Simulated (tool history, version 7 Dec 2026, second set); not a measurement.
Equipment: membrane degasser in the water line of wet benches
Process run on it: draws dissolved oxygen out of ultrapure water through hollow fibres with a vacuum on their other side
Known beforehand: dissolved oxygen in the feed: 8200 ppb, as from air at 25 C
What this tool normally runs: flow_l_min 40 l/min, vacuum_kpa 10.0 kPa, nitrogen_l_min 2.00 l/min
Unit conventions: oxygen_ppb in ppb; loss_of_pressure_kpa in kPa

run    hour  flow_l_min  vacuum_kpa  nitrogen_l_min  oxygen_ppb  loss_of_pressure_kpa
  1     0.0          40        10.0            2.00       498.6                 29.36
  2    90.4          40        10.0            2.00       503.4                 29.46
  3   190.8          40        10.0            2.00       510.8                 29.35
  4   308.8          40        10.0            2.00       512.8                 29.03
  5   402.8          40        10.0            2.00       511.7                 29.52
  6   573.0          40        10.0            2.00       517.1                 29.20
  7   716.8          40        10.0            2.00       517.4                 29.59
  8   900.6          40        10.0            2.00       516.0                 29.62
  9  1054.2          40        10.0            2.00       508.2                 29.31
 10  1226.3          40        10.0            2.00       517.3                 29.52
 11  1411.6          40        10.0            2.00       514.7                 29.70
 12  1530.4          40        10.0            2.00       526.4                 29.59
 13  1622.6          40        10.0            2.00       532.9                 29.83
 14  1806.1          28         7.0            2.00       228.6                 21.02
 15  1995.0          26         9.1            0.91       426.9                 19.21
 16  2109.7          50        14.1            2.00       904.0                 36.98
 17  2241.7          50        14.1            2.00       899.7                 37.13
 18  2378.0          35        19.9            2.15       752.6                 25.89
 19  2521.5          35        19.9            2.15       739.0                 26.09
 20  2686.9          59        21.8            2.72      1243.2                 43.88
     2839.9  -- seals of the vacuum lines changed
 21  2839.9          59        21.8            2.72      1258.2                 43.95
 22  2924.1          47         9.2            2.00       625.0                 34.94
 23  3055.0          24         6.2            5.29       103.9                 18.19
 24  3185.6          26        10.0            3.08       225.0                 19.60
 25  3357.9          60        10.0            3.08       799.6                 45.05
 26  3474.5          40        10.2            2.00       541.9                 29.91

Each row is a separate what-if for the run after 26, all from the same tool condition, not one after another. Results?
     3603.3  -- vacuum gauge calibrated
  A  3672.1          37        10.5            2.00           ?                     ?
     3603.3  -- vacuum gauge calibrated
  B  3672.1          40        14.0            2.00           ?                     ?
     3603.3  -- vacuum gauge calibrated
  C  3672.1          31        15.6            3.34           ?                     ?
     3603.3  -- vacuum gauge calibrated
  D  3672.1          58        13.6            1.05           ?                     ?

run  oxygen_ppb  loss_of_pressure_kpa
  A       485.4                 27.87
  B       678.7                 30.08
  C       396.8                 23.37
  D      1357.4                 43.78
Stripped of hidden state, with their random variation kept, the same runs would have yielded:
run  oxygen_ppb  loss_of_pressure_kpa
  A       441.7                 26.04
  B       630.6                 28.12
  C       364.3                 21.85
  D      1287.5                 40.93

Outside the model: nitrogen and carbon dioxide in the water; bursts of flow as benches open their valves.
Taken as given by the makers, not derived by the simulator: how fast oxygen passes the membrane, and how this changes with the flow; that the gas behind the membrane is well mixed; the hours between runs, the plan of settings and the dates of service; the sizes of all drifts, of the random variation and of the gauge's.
